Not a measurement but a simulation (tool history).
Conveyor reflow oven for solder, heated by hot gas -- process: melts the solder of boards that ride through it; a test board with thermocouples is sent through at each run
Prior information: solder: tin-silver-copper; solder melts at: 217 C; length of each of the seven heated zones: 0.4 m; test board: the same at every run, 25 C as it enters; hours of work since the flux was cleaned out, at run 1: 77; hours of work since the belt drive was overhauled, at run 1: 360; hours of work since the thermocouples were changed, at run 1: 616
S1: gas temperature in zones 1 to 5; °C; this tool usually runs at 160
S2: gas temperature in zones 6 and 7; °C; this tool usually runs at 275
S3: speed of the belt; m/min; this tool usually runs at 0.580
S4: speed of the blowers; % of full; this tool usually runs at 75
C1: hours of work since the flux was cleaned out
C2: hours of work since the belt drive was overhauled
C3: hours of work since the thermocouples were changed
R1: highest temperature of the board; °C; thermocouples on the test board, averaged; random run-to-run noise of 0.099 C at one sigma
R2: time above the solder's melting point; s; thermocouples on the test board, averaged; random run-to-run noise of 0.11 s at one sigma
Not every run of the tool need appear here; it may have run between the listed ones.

run	hour	S1	S2	S3	S4	C1	C2	C3	R1	R2
1	0.0	160	275	0.580	75	77	360	616	260.86	64.9
2	13.9	160	275	0.580	75	82	366	622	260.86	64.9
3	32.5	160	275	0.580	75	90	374	629	260.56	65.1
4	49.4	150	275	0.580	75	97	381	636	259.44	61.3
5	66.1	160	288	0.580	75	104	388	643	272.78	71.5
6	78.6	160	275	0.580	75	109	393	649	260.71	64.8
7	99.8	160	275	0.580	75	118	402	657	260.87	64.7
8	111.7	160	275	0.580	75	123	407	662	260.68	64.6
# hour 124.6: thermocouples of zones 6 and 7 changed
9	125.7	160	275	0.580	75	128	412	0	261.03	65.0
10	140.2	160	275	0.580	75	134	418	7	260.85	64.8
11	155.2	160	275	0.571	75	140	424	13	261.40	66.3
12	169.7	160	275	0.571	75	147	430	19	261.23	66.5
13	180.3	160	275	0.571	75	151	435	23	261.42	66.3
14	196.7	160	275	0.571	75	158	442	30	261.52	66.3
15	214.5	160	275	0.571	75	165	449	38	261.28	66.4
16	226.7	160	275	0.571	77	170	454	43	261.46	66.8
17	244.1	170	275	0.580	79	178	461	50	262.87	69.3
18	262.5	173	278	0.541	59	185	469	58	263.78	75.9
19	280.5	159	270	0.508	82	193	477	65	260.70	75.7
20	292.2	146	270	0.508	63	198	482	70	255.83	66.6
21	303.5	148	286	0.542	63	202	486	75	268.50	70.5
22	317.0	169	287	0.679	63	208	492	80	264.04	58.3
23	335.8	160	275	0.580	73	216	500	88	260.18	64.8
24	352.5	170	283	0.580	61	223	507	95	265.89	70.7
25	361.7	160	271	0.687	53	227	511	99	244.10	40.8
26	376.1	160	271	0.687	53	233	517	105	244.18	40.8

Estimate the outcome of run 27 from the log above:
27	391.8	148	275	0.580	75	239	523	111	?	?

R1: 258.74 °C
R2: 60.3 s
On a tool with no hidden condition, and with the same random variation, this run would have come out at R1 259.58 °C, R2 59.9 s.
